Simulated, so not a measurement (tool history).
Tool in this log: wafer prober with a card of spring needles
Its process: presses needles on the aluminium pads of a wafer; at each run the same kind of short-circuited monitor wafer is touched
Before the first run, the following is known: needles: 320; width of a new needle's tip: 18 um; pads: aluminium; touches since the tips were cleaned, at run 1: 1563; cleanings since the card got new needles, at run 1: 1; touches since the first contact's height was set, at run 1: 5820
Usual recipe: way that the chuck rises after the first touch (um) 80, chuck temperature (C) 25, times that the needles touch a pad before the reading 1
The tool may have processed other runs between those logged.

run   hour  way that the chuck rises after the first touch (um)  chuck temperature (C)  times that the needles touch a pad before the reading  touches since the tips were cleaned  cleanings since the card got new needles  touches since the first contact's height was set  resistance of one needle with its contact and lead (mohm)  way that a needle slides on the pad (um)
  1      0                                                   80                     25                                                      1                                 1563                                         1                                              5820                                                        127                                     16.87
       7.1  -- tips cleaned on abrasive film
  2   12.6                                                   80                     25                                                      1                                 1473                                         2                                              9170                                                        147                                     16.93
        20  -- tips cleaned on abrasive film
  3   20.7                                                   80                     25                                                      2                                  188                                         3                                             11318                                                        112                                     16.89
      33.7  -- tips cleaned on abrasive film
  4     36                                                   80                     25                                                      2                                  611                                         4                                             15391                                                        120                                     16.87
  5   45.4                                                   80                     25                                                      1                                 3123                                         4                                             17903                                                        139                                     16.97
      46.8  -- tips cleaned on abrasive film
  6   54.1                                                   80                     25                                                      1                                 1933                                         5                                             20196                                                        129                                     16.91
        60  -- tips cleaned on abrasive film
  7   61.4                                                   80                     25                                                      1                                  354                                         6                                             22125                                                        116                                     16.95
  8   70.9                                                   63                     25                                                      1                                 2916                                         6                                             24687                                                        150                                     13.28
      73.2  -- tips cleaned on abrasive film
  9   82.7                                                   63                     25                                                      1                                 2557                                         7                                             27828                                                        147                                     13.26
      86.4  -- tips cleaned on abrasive film
      91.6  -- tips cleaned on abrasive film, once more
 10     97                                                   63                     25                                                      1                                 1462                                         9                                             31600                                                        134                                     13.23
     105.3  -- tips cleaned on abrasive film
 11  109.2                                                   63                     25                                                      1                                 1049                                        10                                             34829                                                        134                                     13.19
     118.3  -- tips cleaned on abrasive film
 12  120.1                                                   80                     25                                                      1                                  480                                        11                                             37726                                                        117                                     16.86
     131.9  -- tips cleaned on abrasive film
 13  132.1                                                   90                     31                                                      2                                   48                                        12                                             40915                                                        113                                     19.01
     145.2  -- tips cleaned on abrasive film
 14  145.3                                                   90                     31                                                      2                                   32                                        13                                             44431                                                        114                                     18.98
 15  153.1                                                   90                     31                                                      2                                 2125                                        13                                             46524                                                        123                                     18.93
     158.4  -- tips cleaned on abrasive film
 16  160.4                                                   90                     31                                                      2                                  543                                        14                                             48451                                                        113                                     18.89
     171.6  -- tips cleaned on abrasive film
 17  172.9                                                   90                     31                                                      2                                  361                                        15                                             51775                                                        113                                     18.82
 18  183.1                                                   90                     31                                                      2                                 3095                                        15                                             54509                                                        124                                     18.95
     184.6  -- tips cleaned on abrasive film
 19  193.3                                                   77                     29                                                      1                                 2332                                        16                                             57195                                                        139                                     16.11
     197.6  -- tips cleaned on abrasive film
 20  202.1                                                   77                     29                                                      1                                 1210                                        17                                             59549                                                        126                                     16.12
 21  208.3                                                   77                     29                                                      1                                 2850                                        17                                             61189                                                        141                                      16.1
     210.6  -- tips cleaned on abrasive film
 22  223.2                                                   77                     29                                                      1                                 3378                                        18                                             65159                                                        142                                     16.21
     224.1  -- tips cleaned on abrasive film
 23  231.5                                                   88                     35                                                      3                                 1972                                        19                                             67352                                                        117                                     18.45

Each row is a separate what-if for the run after 23, all from the same tool condition, not one after another. Results?
     237.3  -- tips cleaned on abrasive film
  A  245.3                                                   69                     47                                                      2                                 2144                                        20                                             71034                                                          ?                                         ?
     237.3  -- tips cleaned on abrasive film
  B  245.3                                                   80                     25                                                      1                                 2144                                        20                                             71034                                                          ?                                         ?
     237.3  -- tips cleaned on abrasive film
  C  245.3                                                   84                     60                                                      2                                 2144                                        20                                             71034                                                          ?                                         ?

run  resistance of one needle with its contact and lead (mohm)  way that a needle slides on the pad (um)
  A                                                        130                                     14.38
  B                                                        131                                     16.71
  C                                                        126                                     17.47
What these runs would have given with no unlogged condition in the tool:
run  resistance of one needle with its contact and lead (mohm)  way that a needle slides on the pad (um)
  A                                                        114                                     14.57
  B                                                        110                                     16.89
  C                                                        115                                     17.66
